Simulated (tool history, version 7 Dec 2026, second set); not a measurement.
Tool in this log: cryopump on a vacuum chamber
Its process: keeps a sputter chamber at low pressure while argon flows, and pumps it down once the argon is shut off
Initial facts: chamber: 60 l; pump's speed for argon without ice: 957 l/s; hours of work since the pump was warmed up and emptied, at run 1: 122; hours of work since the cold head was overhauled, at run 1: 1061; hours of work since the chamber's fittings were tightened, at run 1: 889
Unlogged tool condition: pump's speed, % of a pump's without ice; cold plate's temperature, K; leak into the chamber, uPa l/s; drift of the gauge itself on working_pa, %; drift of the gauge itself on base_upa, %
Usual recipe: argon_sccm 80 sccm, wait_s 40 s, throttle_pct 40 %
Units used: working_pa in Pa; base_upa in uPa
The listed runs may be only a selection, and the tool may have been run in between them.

| run | day | argon_sccm | wait_s | throttle_pct | hours of work since the pump was warmed up and emptied | hours of work since the cold head was overhauled | hours of work since the chamber's fittings were tightened | working_pa | base_upa |
|---|---|---|---|---|---|---|---|---|---|
| 1 | 0.000 | 80 | 40 | 40 | 122 | 1061 | 889 | 0.3714 | 4.70 |
| 2 | 2.762 | 80 | 40 | 40 | 168 | 1107 | 935 | 0.3797 | 4.81 |
| 3 | 5.771 | 157 | 40 | 40 | 217 | 1157 | 985 | 0.7533 | 4.91 |
| 4 | 8.362 | 157 | 40 | 40 | 260 | 1199 | 1027 | 0.7747 | 5.09 |
| 5 | 10.304 | 80 | 40 | 20 | 292 | 1231 | 1060 | 0.7516 | 5.13 |
|  | 11.512 | pump warmed up, emptied and cooled again |
| 6 | 13.604 | 80 | 40 | 20 | 35 | 1283 | 1111 | 0.7122 | 4.85 |
| 7 | 17.779 | 80 | 40 | 40 | 104 | 1352 | 1180 | 0.3670 | 4.99 |
| 8 | 21.308 | 80 | 40 | 40 | 162 | 1410 | 1238 | 0.3794 | 5.33 |
| 9 | 25.362 | 80 | 42 | 40 | 229 | 1477 | 1305 | 0.3852 | 5.43 |
| 10 | 28.258 | 80 | 42 | 40 | 277 | 1525 | 1353 | 0.3970 | 5.51 |
|  | 30.446 | pump warmed up, emptied and cooled again |
| 11 | 30.446 | 140 | 40 | 40 | 0 | 1558 | 1386 | 0.6265 | 5.23 |
| 12 | 32.542 | 80 | 40 | 20 | 35 | 1592 | 1420 | 0.7095 | 5.42 |
| 13 | 35.579 | 35 | 25 | 36 | 85 | 1642 | 1471 | 0.1766 | 7.19 |
|  | 36.775 | leaking fittings of the chamber tightened, without venting |
| 14 | 38.262 | 78 | 31 | 40 | 128 | 1685 | 25 | 0.3653 | 4.25 |
| 15 | 41.512 | 41 | 25 | 45 | 182 | 1739 | 78 | 0.1758 | 5.12 |
| 16 | 44.421 | 92 | 25 | 16 | 230 | 1787 | 126 | 1.0609 | 5.19 |
| 17 | 47.254 | 51 | 40 | 24 | 277 | 1834 | 173 | 0.4033 | 3.64 |
|  | 49.571 | pump warmed up, emptied and cooled again |
| 18 | 50.054 | 115 | 40 | 24 | 8 | 1877 | 216 | 0.8488 | 3.40 |
| 19 | 54.558 | 115 | 40 | 24 | 82 | 1951 | 291 | 0.8683 | 3.62 |
| 20 | 56.812 | 80 | 155 | 40 | 120 | 1989 | 328 | 0.3737 | 1.55 |
| 21 | 58.850 | 80 | 155 | 40 | 153 | 2022 | 361 | 0.3740 | 1.67 |
| 22 | 60.792 | 80 | 115 | 49 | 186 | 2055 | 394 | 0.3152 | 2.03 |
| 23 | 62.817 | 80 | 115 | 49 | 219 | 2088 | 427 | 0.3195 | 2.05 |
| 24 | 64.829 | 140 | 242 | 24 | 252 | 2121 | 460 | 1.0996 | 1.68 |

Below are 4 alternative next runs, each starting from the tool's condition after run 24. Predict each:
| A | 67.396 | 40 | 142 | 24 | 295 | 2164 | 503 | ? | ? |
| B | 67.396 | 155 | 242 | 58 | 295 | 2164 | 503 | ? | ? |
| C | 67.396 | 37 | 30 | 18 | 295 | 2164 | 503 | ? | ? |
| D | 67.396 | 109 | 29 | 17 | 295 | 2164 | 503 | ? | ? |

| run | working_pa | base_upa |
|---|---|---|
| A | 0.3162 | 2.10 |
| B | 0.5590 | 1.82 |
| C | 0.3856 | 5.05 |
| D | 1.1935 | 5.32 |
With no hidden state in the tool, these same runs would have given:
| run | working_pa | base_upa |
|---|---|---|
| A | 0.2936 | 1.10 |
| B | 0.4715 | 0.81 |
| C | 0.3647 | 4.07 |
| D | 1.1320 | 4.31 |
